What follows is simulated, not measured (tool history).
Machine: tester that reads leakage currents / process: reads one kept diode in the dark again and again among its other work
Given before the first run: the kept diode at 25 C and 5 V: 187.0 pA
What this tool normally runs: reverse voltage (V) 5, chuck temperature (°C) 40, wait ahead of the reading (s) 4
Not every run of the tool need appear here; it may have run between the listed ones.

run,hour,reverse voltage (V),chuck temperature (°C),wait ahead of the reading (s),current that the tester gives (pA)
1,0,5,40,4,568.51
2,125,5,48,4,991.81
3,239.8,5,40,0.47,572.42
4,346.9,11.78,40,4,895.56
5,415.2,11.78,40,4,894.7
6,511.9,11.78,40,4,896.21
7,621.1,11.78,40,4,899.17
8,718.4,11.78,40,4,895.31
9,793.2,11.78,40,4,897.91
10,869.8,11.78,40,4,896.83
11,945,5,40,0.97,571.31
12,1022.3,5,40,0.97,572.57
13,1086.4,5,40,0.97,573.38
14,1139,5,40,0.97,571.11
15,1215,5,40,0.97,571.92
16,1289.5,5,40,0.97,573.6
17,1390.6,5,40,4,573.74
18,1463.4,5,40,7.65,571.35
19,1550.3,5,40,7.65,572.51
20,1640,5,40,7.65,572.23
21,1694.5,13.87,28,0.41,412.46
22,1754,5,50,2.16,1137.36
23,1815.5,1.44,22,7,77.12
24,1921.3,5.48,46,1.9,909.35
# hour 1954.6: chuck's temperature calibrated
25,2039,3.2,20,5.41,99.64
26,2162.4,5,28,2.75,237.48
27,2255.9,5.14,40,4,577.81
28,2315.4,12.73,24,4,282.9
29,2369.7,2.39,56,9.53,1140.63
30,2475.8,2.39,56,9.53,1144.62
31,2541.6,5,40,2.2,570.3
32,2608.7,5,40,2.2,572.61
33,2696.1,9.97,40,7.83,823.48
34,2785.1,1.09,40,1.86,256.35
35,2835.8,5.89,31,0.42,326.66
36,2959,3.69,22,0.35,128.27
37,3083.9,3.69,22,0.35,128.59

5 options for the next run, each taken on its own from the tool as it stands now. Forecast them:
A,3190.2,4.32,51,0.35,?
B,3190.2,3.62,31,0.75,?
C,3190.2,6.36,40,1.84,?
D,3190.2,15.51,27,2.52,?
E,3190.2,5,29,0.4,?

run,current that the tester gives (pA)
A,1133.96
B,250.96
C,649.68
D,399.51
E,258.84
Had the tool no hidden state, the same runs would have come out as:
run,current that the tester gives (pA)
A,1134.53
B,251.09
C,650.01
D,399.64
E,258.97

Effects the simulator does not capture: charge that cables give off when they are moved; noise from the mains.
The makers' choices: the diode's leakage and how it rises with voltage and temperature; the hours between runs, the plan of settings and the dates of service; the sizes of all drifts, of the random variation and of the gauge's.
